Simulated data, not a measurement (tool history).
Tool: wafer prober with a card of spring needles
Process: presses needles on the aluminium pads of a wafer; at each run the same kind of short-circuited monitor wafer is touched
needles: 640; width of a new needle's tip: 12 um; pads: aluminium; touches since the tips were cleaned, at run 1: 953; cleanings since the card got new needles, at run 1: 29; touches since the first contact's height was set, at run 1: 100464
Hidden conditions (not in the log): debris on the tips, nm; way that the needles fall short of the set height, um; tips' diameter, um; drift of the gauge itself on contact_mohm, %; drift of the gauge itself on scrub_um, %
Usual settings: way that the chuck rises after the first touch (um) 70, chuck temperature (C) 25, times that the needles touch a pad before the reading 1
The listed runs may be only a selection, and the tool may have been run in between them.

run	hour	way that the chuck rises after the first touch (um)	chuck temperature (C)	times that the needles touch a pad before the reading	touches since the tips were cleaned	cleanings since the card got new needles	touches since the first contact's height was set	resistance of one needle with its contact and lead (mohm)	way that a needle slides on the pad (um)
1	0.0	70	25	1	953	29	100464	192	16.51
# hour 6.9: tips cleaned on abrasive film
2	12.2	70	25	1	1530	30	103968	201	16.62
# hour 17.8: tips cleaned on abrasive film
3	19.8	70	25	1	569	31	106138	177	16.52
# hour 28.4: tips cleaned on abrasive film
4	32.3	70	25	1	1132	32	109738	188	16.62
# hour 38.5: tips cleaned on abrasive film
5	38.5	70	25	1	0	33	111502	168	16.46
6	47.5	70	25	2	2586	33	114088	198	16.53
# hour 48.7: tips cleaned on abrasive film
7	58.1	70	25	2	2733	34	117134	196	16.38
# hour 58.8: tips cleaned on abrasive film
8	66.3	70	25	2	2176	35	119494	195	16.32
# hour 69.1: tips cleaned on abrasive film
9	76.3	70	25	2	2065	36	122333	195	16.63
# hour 79.4: tips cleaned on abrasive film
# hour 89.5: tips cleaned on abrasive film
10	90.5	65	25	1	303	38	126409	178	15.17
# hour 99.8: tips cleaned on abrasive film
11	104.2	65	25	1	1275	39	130323	208	15.06
# hour 109.8: tips cleaned on abrasive film
12	114.0	65	25	1	1220	40	133141	207	14.88
# hour 120.1: tips cleaned on abrasive film
13	126.9	65	25	1	1960	41	136848	224	14.92
# hour 131.0: tips cleaned on abrasive film
14	133.9	70	25	1	837	42	138831	188	16.40
15	139.8	70	25	1	2542	42	140536	225	16.23
# hour 141.7: tips cleaned on abrasive film
16	147.6	70	84	1	1698	43	142768	216	16.20
# hour 152.3: tips cleaned on abrasive film
17	156.6	70	84	1	1247	44	145354	212	16.12
# hour 163.2: tips cleaned on abrasive film
18	170.2	70	84	1	2022	45	149255	225	16.24
# hour 173.6: tips cleaned on abrasive film
19	176.2	70	84	1	745	46	150968	202	15.96
# hour 184.3: tips cleaned on abrasive film
20	185.6	70	39	2	373	47	153651	173	16.02
# hour 195.3: tips cleaned on abrasive film
21	197.9	56	55	1	737	48	157192	216	12.62

What will run 22 give?
22	205.2	56	40	1	2839	48	159294	?	?

{"run 22": {"resistance of one needle with its contact and lead (mohm)": 273, "way that a needle slides on the pad (um)": 12.7}}
Minus the tool's unlogged condition, the same run would have read resistance of one needle with its contact and lead (mohm) 164, way that a needle slides on the pad (um) 14.06.
